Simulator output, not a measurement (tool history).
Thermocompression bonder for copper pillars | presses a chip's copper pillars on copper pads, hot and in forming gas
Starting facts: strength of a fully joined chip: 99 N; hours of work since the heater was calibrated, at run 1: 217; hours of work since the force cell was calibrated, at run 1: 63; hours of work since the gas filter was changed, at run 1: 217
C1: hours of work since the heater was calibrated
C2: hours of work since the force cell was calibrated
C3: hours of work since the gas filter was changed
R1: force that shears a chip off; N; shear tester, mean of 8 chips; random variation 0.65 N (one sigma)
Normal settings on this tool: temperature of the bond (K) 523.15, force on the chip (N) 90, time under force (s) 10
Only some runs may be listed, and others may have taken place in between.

Run 1, day 0: usual settings; C1 217; C2 63; C3 217. Result: R1 57 N.
Run 2, day 0.192: usual settings; C1 220; C2 66; C3 220. Result: R1 57.6 N.
Run 3, day 0.538: usual settings; C1 226; C2 72; C3 226. Result: R1 58.1 N.
Run 4, day 0.742: usual settings but time under force (s) 28; C1 230; C2 76; C3 230. Result: R1 74.9 N.
Run 5, day 1.017: usual settings but time under force (s) 28; C1 235; C2 80; C3 235. Result: R1 74.3 N.
Run 6, day 1.296: usual settings; C1 240; C2 85; C3 240. Result: R1 56.7 N.
Run 7, day 1.646: usual settings; C1 246; C2 91; C3 246. Result: R1 56.7 N.
Run 8, day 2.021: usual settings; C1 252; C2 98; C3 252. Result: R1 56.3 N.
Run 9, day 2.262: usual settings; C1 256; C2 102; C3 256. Result: R1 57.1 N.
Run 10, day 2.629: usual settings but force on the chip (N) 104; C1 263; C2 109; C3 263. Result: R1 62.2 N.
Run 11, day 2.983: usual settings; C1 269; C2 115; C3 269. Result: R1 56.4 N.
Run 12, day 3.375: usual settings; C1 276; C2 122; C3 276. Result: R1 56.8 N.
At day 3.479: heater calibrated with a thermocouple chip.
Run 13, day 3.792: usual settings but force on the chip (N) 128; C1 5; C2 127; C3 282. Result: R1 70.8 N.
Run 14, day 4.138: usual settings but force on the chip (N) 128; C1 11; C2 133; C3 288. Result: R1 71.5 N.
Run 15, day 4.508: usual settings but temperature of the bond (K) 520.15, force on the chip (N) 70, time under force (s) 12; C1 18; C2 140; C3 294. Result: R1 49.4 N.
Run 16, day 4.725: usual settings but temperature of the bond (K) 536.15, force on the chip (N) 94, time under force (s) 18; C1 22; C2 144; C3 298. Result: R1 74.7 N.
Run 17, day 5.025: usual settings but temperature of the bond (K) 536.15, force on the chip (N) 133, time under force (s) 18; C1 27; C2 149; C3 303. Result: R1 86.1 N.
Run 18, day 5.192: usual settings but force on the chip (N) 56; C1 30; C2 152; C3 306. Result: R1 40.2 N.
At day 5.546: heater calibrated with a thermocouple chip, once more.
Run 19, day 5.638: usual settings but force on the chip (N) 56; C1 2; C2 158; C3 312. Result: R1 38.5 N.
Run 20, day 5.846: usual settings but force on the chip (N) 93; C1 5; C2 162; C3 316. Result: R1 57 N.
Run 21, day 6.025: usual settings but force on the chip (N) 93; C1 8; C2 165; C3 319. Result: R1 57.6 N.
Run 22, day 6.204: usual settings but temperature of the bond (K) 527.15, force on the chip (N) 118, time under force (s) 14; C1 11; C2 168; C3 322. Result: R1 74.3 N.
Run 23, day 6.458: usual settings but temperature of the bond (K) 551.15, force on the chip (N) 75, time under force (s) 27; C1 16; C2 172; C3 327. Result: R1 79.9 N.
Run 24, day 6.854: usual settings but temperature of the bond (K) 524.15, force on the chip (N) 108, time under force (s) 14; C1 23; C2 179; C3 333. Result: R1 68.7 N.
Run 25, day 7.1: usual settings but temperature of the bond (K) 524.15, force on the chip (N) 108, time under force (s) 8; C1 27; C2 183; C3 338. Result: R1 60 N.
Run 26, day 7.312: usual settings but temperature of the bond (K) 524.15, force on the chip (N) 108, time under force (s) 8; C1 31; C2 187; C3 341. Result: R1 59.3 N.
Run 27, day 7.683: usual settings but temperature of the bond (K) 521.15, force on the chip (N) 134, time under force (s) 8; C1 37; C2 194; C3 348. Result: R1 67.9 N.

Hidden state at the last listed run before each entry between runs and at the first one after, where it differs:
Between runs 12 and 13: heater calibrated with a thermocouple chip (day 3.479)
  true temperature of the bond over the reading, C: 1.7 -> 2.6; oxide that the forming gas leaves, % of the face: 6.17 -> 6.29
  measured value less the no-hidden-state value, R1: -2.7 -> -3.1 N
Between runs 18 and 19: heater calibrated with a thermocouple chip, once more (day 5.546)
  true temperature of the bond over the reading, C: 2.8 -> 1; oxide that the forming gas leaves, % of the face: 6.77 -> 6.89
  measured value less the no-hidden-state value, R1: -1.4 -> -2.4 N

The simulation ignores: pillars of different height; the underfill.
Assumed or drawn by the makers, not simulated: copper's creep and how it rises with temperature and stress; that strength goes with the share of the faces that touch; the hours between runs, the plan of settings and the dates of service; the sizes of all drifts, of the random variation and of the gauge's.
